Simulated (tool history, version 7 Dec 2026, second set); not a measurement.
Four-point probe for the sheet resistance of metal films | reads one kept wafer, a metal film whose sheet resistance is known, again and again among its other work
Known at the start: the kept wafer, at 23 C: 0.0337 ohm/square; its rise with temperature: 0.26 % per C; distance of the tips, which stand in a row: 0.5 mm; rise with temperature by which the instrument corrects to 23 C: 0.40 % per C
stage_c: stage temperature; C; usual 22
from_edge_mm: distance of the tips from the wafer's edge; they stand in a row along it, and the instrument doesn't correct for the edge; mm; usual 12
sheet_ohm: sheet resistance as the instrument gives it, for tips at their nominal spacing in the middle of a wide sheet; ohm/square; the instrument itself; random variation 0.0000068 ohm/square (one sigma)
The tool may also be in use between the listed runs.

{"run": 1, "hour": 0.0, "stage_c": 22, "from_edge_mm": 12, "sheet_ohm": 0.033778}
{"run": 2, "hour": 19.4, "stage_c": 22, "from_edge_mm": 12, "sheet_ohm": 0.033778}
{"run": 3, "hour": 36.1, "stage_c": 22, "from_edge_mm": 12, "sheet_ohm": 0.033777}
{"run": 4, "hour": 51.4, "stage_c": 22, "from_edge_mm": 12, "sheet_ohm": 0.033763}
{"run": 5, "hour": 67.7, "stage_c": 22, "from_edge_mm": 12, "sheet_ohm": 0.03377}
{"run": 6, "hour": 86.2, "stage_c": 22, "from_edge_mm": 12, "sheet_ohm": 0.033778}
{"run": 7, "hour": 106.6, "stage_c": 25, "from_edge_mm": 12, "sheet_ohm": 0.033641}
{"run": 8, "hour": 125.9, "stage_c": 22, "from_edge_mm": 12, "sheet_ohm": 0.033781}
{"run": 9, "hour": 141.5, "stage_c": 22, "from_edge_mm": 12, "sheet_ohm": 0.033779}
{"run": 10, "hour": 161.9, "stage_c": 22, "from_edge_mm": 12, "sheet_ohm": 0.033766}
{"run": 11, "hour": 178.2, "stage_c": 22, "from_edge_mm": 12, "sheet_ohm": 0.033768}
{"run": 12, "hour": 187.4, "stage_c": 22, "from_edge_mm": 12, "sheet_ohm": 0.033777}
{"run": 13, "hour": 210.0, "stage_c": 22, "from_edge_mm": 12, "sheet_ohm": 0.033768}
{"run": 14, "hour": 225.4, "stage_c": 22, "from_edge_mm": 12, "sheet_ohm": 0.03378}
{"run": 15, "hour": 241.5, "stage_c": 22, "from_edge_mm": 12, "sheet_ohm": 0.03378}
{"run": 16, "hour": 261.7, "stage_c": 23, "from_edge_mm": 28, "sheet_ohm": 0.033711}
{"run": 17, "hour": 279.7, "stage_c": 23, "from_edge_mm": 28, "sheet_ohm": 0.033695}
{"run": 18, "hour": 292.7, "stage_c": 22, "from_edge_mm": 70, "sheet_ohm": 0.033738}
{"run": 19, "hour": 313.9, "stage_c": 28, "from_edge_mm": 10, "sheet_ohm": 0.033532}
{"run": 20, "hour": 335.9, "stage_c": 20, "from_edge_mm": 3, "sheet_ohm": 0.034342}
{"run": 21, "hour": 346.9, "stage_c": 24, "from_edge_mm": 12, "sheet_ohm": 0.033688}
{"run": 22, "hour": 360.9, "stage_c": 24, "from_edge_mm": 12, "sheet_ohm": 0.033681}
{"run": 23, "hour": 383.4, "stage_c": 18, "from_edge_mm": 21, "sheet_ohm": 0.033937}
{"run": 24, "hour": 403.2, "stage_c": 18, "from_edge_mm": 12, "sheet_ohm": 0.033955}
{"run": 25, "hour": 417.2, "stage_c": 33, "from_edge_mm": 9, "sheet_ohm": 0.033315}
{"run": 26, "hour": 427.2, "stage_c": 18, "from_edge_mm": 7, "sheet_ohm": 0.034022}
{"run": 27, "hour": 446.7, "stage_c": 19, "from_edge_mm": 56, "sheet_ohm": 0.03388}
{"run": 28, "hour": 468.5, "stage_c": 19, "from_edge_mm": 56, "sheet_ohm": 0.033895}

3 ways to go on from here, each from the tool as it stands after run 28. What would each give?
{"run": "A", "hour": 486.2, "stage_c": 22, "from_edge_mm": 40, "sheet_ohm": "?"}
{"run": "B", "hour": 486.2, "stage_c": 28, "from_edge_mm": 56, "sheet_ohm": "?"}
{"run": "C", "hour": 486.2, "stage_c": 22, "from_edge_mm": 69, "sheet_ohm": "?"}

run=A sheet_ohm=0.033744
run=B sheet_ohm=0.033476
run=C sheet_ohm=0.033756
Without the tool's hidden state the same runs would have given:
run=A sheet_ohm=0.033747
run=B sheet_ohm=0.033478
run=C sheet_ohm=0.033758

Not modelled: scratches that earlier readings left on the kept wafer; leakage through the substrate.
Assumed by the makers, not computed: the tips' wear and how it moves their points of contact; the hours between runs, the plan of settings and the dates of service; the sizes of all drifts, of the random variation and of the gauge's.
